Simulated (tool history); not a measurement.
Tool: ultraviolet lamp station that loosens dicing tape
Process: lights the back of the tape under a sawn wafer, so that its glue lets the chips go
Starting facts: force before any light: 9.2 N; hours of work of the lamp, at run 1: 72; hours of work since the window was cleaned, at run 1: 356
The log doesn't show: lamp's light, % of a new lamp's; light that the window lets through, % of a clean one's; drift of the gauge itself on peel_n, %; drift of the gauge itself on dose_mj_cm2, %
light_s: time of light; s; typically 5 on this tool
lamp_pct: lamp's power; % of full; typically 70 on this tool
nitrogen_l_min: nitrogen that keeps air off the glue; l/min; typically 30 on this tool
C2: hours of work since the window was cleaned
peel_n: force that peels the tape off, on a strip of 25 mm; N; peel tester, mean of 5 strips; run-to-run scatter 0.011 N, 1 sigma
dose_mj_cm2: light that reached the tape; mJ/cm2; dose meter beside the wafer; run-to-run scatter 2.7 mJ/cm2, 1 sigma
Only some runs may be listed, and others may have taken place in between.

{"run": 1, "day": 0.0, "light_s": 5, "lamp_pct": 70, "nitrogen_l_min": 30, "hours of work of the lamp": 72, "C2": 356, "peel_n": 0.711, "dose_mj_cm2": 306}
{"run": 2, "day": 0.904, "light_s": 5, "lamp_pct": 69, "nitrogen_l_min": 30, "hours of work of the lamp": 81, "C2": 366, "peel_n": 0.712, "dose_mj_cm2": 306}
{"run": 3, "day": 1.658, "light_s": 5, "lamp_pct": 69, "nitrogen_l_min": 30, "hours of work of the lamp": 89, "C2": 373, "peel_n": 0.731, "dose_mj_cm2": 299}
{"run": 4, "day": 2.638, "light_s": 5, "lamp_pct": 70, "nitrogen_l_min": 30, "hours of work of the lamp": 99, "C2": 383, "peel_n": 0.75, "dose_mj_cm2": 298}
{"run": 5, "day": 3.121, "light_s": 5, "lamp_pct": 70, "nitrogen_l_min": 30, "hours of work of the lamp": 104, "C2": 388, "peel_n": 0.776, "dose_mj_cm2": 299}
{"run": 6, "day": 3.883, "light_s": 5, "lamp_pct": 70, "nitrogen_l_min": 30, "hours of work of the lamp": 112, "C2": 396, "peel_n": 0.773, "dose_mj_cm2": 295}
{"day": 3.979, "done": "window cleaned of glue's vapour"}
{"run": 7, "day": 4.692, "light_s": 5, "lamp_pct": 70, "nitrogen_l_min": 30, "hours of work of the lamp": 120, "C2": 7, "peel_n": 0.998, "dose_mj_cm2": 266}
{"run": 8, "day": 5.783, "light_s": 5, "lamp_pct": 85, "nitrogen_l_min": 30, "hours of work of the lamp": 131, "C2": 18, "peel_n": 0.648, "dose_mj_cm2": 312}
{"run": 9, "day": 6.438, "light_s": 5, "lamp_pct": 70, "nitrogen_l_min": 30, "hours of work of the lamp": 137, "C2": 25, "peel_n": 1.024, "dose_mj_cm2": 259}
{"run": 10, "day": 6.904, "light_s": 5, "lamp_pct": 70, "nitrogen_l_min": 30, "hours of work of the lamp": 142, "C2": 30, "peel_n": 1.069, "dose_mj_cm2": 256}
{"day": 7.583, "done": "window cleaned of glue's vapour, once more"}
{"run": 11, "day": 8.042, "light_s": 5, "lamp_pct": 70, "nitrogen_l_min": 30, "hours of work of the lamp": 154, "C2": 5, "peel_n": 0.565, "dose_mj_cm2": 339}
{"run": 12, "day": 8.929, "light_s": 5, "lamp_pct": 70, "nitrogen_l_min": 30, "hours of work of the lamp": 163, "C2": 14, "peel_n": 0.554, "dose_mj_cm2": 336}
{"run": 13, "day": 9.433, "light_s": 5, "lamp_pct": 73, "nitrogen_l_min": 45, "hours of work of the lamp": 168, "C2": 19, "peel_n": 0.394, "dose_mj_cm2": 348}
{"run": 14, "day": 10.429, "light_s": 5, "lamp_pct": 73, "nitrogen_l_min": 45, "hours of work of the lamp": 178, "C2": 29, "peel_n": 0.39, "dose_mj_cm2": 347}
{"run": 15, "day": 11.575, "light_s": 5, "lamp_pct": 70, "nitrogen_l_min": 17, "hours of work of the lamp": 190, "C2": 41, "peel_n": 0.883, "dose_mj_cm2": 331}
{"run": 16, "day": 12.704, "light_s": 5, "lamp_pct": 65, "nitrogen_l_min": 19, "hours of work of the lamp": 201, "C2": 52, "peel_n": 1.002, "dose_mj_cm2": 305}
{"run": 17, "day": 13.288, "light_s": 5, "lamp_pct": 67, "nitrogen_l_min": 10, "hours of work of the lamp": 207, "C2": 58, "peel_n": 1.414, "dose_mj_cm2": 306}
{"run": 18, "day": 14.379, "light_s": 5, "lamp_pct": 67, "nitrogen_l_min": 10, "hours of work of the lamp": 218, "C2": 69, "peel_n": 1.481, "dose_mj_cm2": 305}
{"run": 19, "day": 15.383, "light_s": 8, "lamp_pct": 70, "nitrogen_l_min": 10, "hours of work of the lamp": 228, "C2": 79, "peel_n": 0.444, "dose_mj_cm2": 509}
{"run": 20, "day": 16.362, "light_s": 3, "lamp_pct": 70, "nitrogen_l_min": 59, "hours of work of the lamp": 238, "C2": 89, "peel_n": 1.415, "dose_mj_cm2": 189}

Forecast each of these 3 alternatives for the next run:
{"run": "A", "day": 17.05, "light_s": 5, "lamp_pct": 99, "nitrogen_l_min": 20, "hours of work of the lamp": 245, "C2": 96, "peel_n": "?", "dose_mj_cm2": "?"}
{"run": "B", "day": 17.05, "light_s": 3, "lamp_pct": 80, "nitrogen_l_min": 10, "hours of work of the lamp": 245, "C2": 96, "peel_n": "?", "dose_mj_cm2": "?"}
{"run": "C", "day": 17.05, "light_s": 3, "lamp_pct": 90, "nitrogen_l_min": 17, "hours of work of the lamp": 245, "C2": 96, "peel_n": "?", "dose_mj_cm2": "?"}

run=A peel_n=0.353 dose_mj_cm2=444
run=B peel_n=2.500 dose_mj_cm2=216
run=C peel_n=1.626 dose_mj_cm2=242
Stripped of hidden state, with their random variation kept, the same runs would have yielded:
run=A peel_n=0.237 dose_mj_cm2=506
run=B peel_n=2.086 dose_mj_cm2=246
run=C peel_n=1.282 dose_mj_cm2=276
